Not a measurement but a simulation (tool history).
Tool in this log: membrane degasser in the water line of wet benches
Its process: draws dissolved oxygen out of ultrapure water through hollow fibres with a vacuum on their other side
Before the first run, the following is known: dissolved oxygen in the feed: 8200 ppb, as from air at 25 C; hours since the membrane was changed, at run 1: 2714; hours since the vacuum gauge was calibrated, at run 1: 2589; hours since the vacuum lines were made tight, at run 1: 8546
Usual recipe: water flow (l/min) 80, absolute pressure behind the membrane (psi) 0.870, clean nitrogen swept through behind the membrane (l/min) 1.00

run,hour,water flow (l/min),absolute pressure behind the membrane (psi),clean nitrogen swept through behind the membrane (l/min),hours since the membrane was changed,hours since the vacuum gauge was calibrated,hours since the vacuum lines were made tight,dissolved oxygen in the water behind the degasser (ppb),pressure that the water loses in the fibres (psi)
1,0.0,80,0.870,1.00,2714,2589,8546,406.2,5.675
2,35.8,80,0.870,1.00,2750,2625,8582,405.0,5.729
3,88.1,80,1.500,1.00,2802,2677,8634,914.8,5.716
4,154.9,80,1.500,1.00,2869,2744,8701,921.7,5.710
5,210.3,80,1.500,1.00,2924,2800,8757,919.6,5.730
6,258.0,80,1.500,1.00,2972,2847,8804,916.7,5.732
7,333.8,80,1.500,1.00,3048,2923,8880,918.8,5.720
8,401.8,80,1.500,1.00,3116,2991,8948,923.9,5.707
9,438.7,80,1.500,1.00,3153,3028,8985,925.1,5.688
10,506.7,80,1.500,1.00,3221,3096,9053,922.1,5.691
11,565.1,80,1.500,1.00,3279,3154,9111,912.8,5.765
12,615.2,80,0.785,1.00,3329,3204,9161,331.0,5.706
13,678.6,80,0.785,1.00,3393,3268,9225,333.6,5.726
14,729.9,80,0.785,1.00,3444,3319,9276,338.3,5.684
15,767.5,80,0.870,2.25,3482,3357,9314,243.1,5.688
16,832.4,80,0.870,2.25,3546,3422,9379,243.5,5.774
17,867.6,80,0.870,2.25,3582,3457,9414,243.6,5.778
18,942.7,80,0.870,2.25,3657,3532,9489,242.0,5.748
19,1019.9,85,0.930,1.24,3734,3609,9566,420.4,6.108
20,1055.5,81,1.607,0.62,3770,3645,9602,1327.6,5.848
21,1088.4,81,1.607,0.62,3802,3678,9635,1327.1,5.825
# hour 1131.4: vacuum gauge calibrated
22,1150.8,68,0.905,0.97,3864,19,9697,382.5,4.859
23,1202.0,68,0.905,0.97,3915,71,9748,384.0,4.875
24,1251.2,68,0.905,1.24,3965,120,9797,328.0,4.863
25,1287.6,63,1.561,0.53,4001,156,9833,1185.2,4.483
26,1355.6,84,1.063,0.72,4069,224,9901,695.1,5.971
27,1415.8,84,1.063,0.72,4129,284,9962,696.5,6.055
28,1469.5,84,1.063,0.72,4183,338,10015,698.1,6.087
29,1520.7,80,0.870,1.07,4234,389,10066,379.8,5.773
30,1564.2,80,0.870,2.49,4278,433,10110,221.6,5.765
31,1598.3,57,2.106,1.20,4312,467,10144,960.5,4.064

Each row is a separate what-if for the run after 31, all from the same tool condition, not one after another. Results?
A,1642.8,124,1.333,1.67,4356,511,10189,?,?
B,1642.8,54,0.689,1.20,4356,511,10189,?,?
C,1642.8,112,0.703,0.53,4356,511,10189,?,?
D,1642.8,55,0.862,1.33,4356,511,10189,?,?
E,1642.8,57,2.106,0.53,4356,511,10189,?,?

run,dissolved oxygen in the water behind the degasser (ppb),pressure that the water loses in the fibres (psi)
A,783.1,8.994
B,150.2,3.854
C,435.8,8.055
D,235.7,3.997
E,1595.6,4.123
With no hidden state in the tool, these same runs would have given:
run,dissolved oxygen in the water behind the degasser (ppb),pressure that the water loses in the fibres (psi)
A,777.0,8.799
B,148.3,3.770
C,431.4,7.881
D,233.6,3.912
E,1601.7,4.035

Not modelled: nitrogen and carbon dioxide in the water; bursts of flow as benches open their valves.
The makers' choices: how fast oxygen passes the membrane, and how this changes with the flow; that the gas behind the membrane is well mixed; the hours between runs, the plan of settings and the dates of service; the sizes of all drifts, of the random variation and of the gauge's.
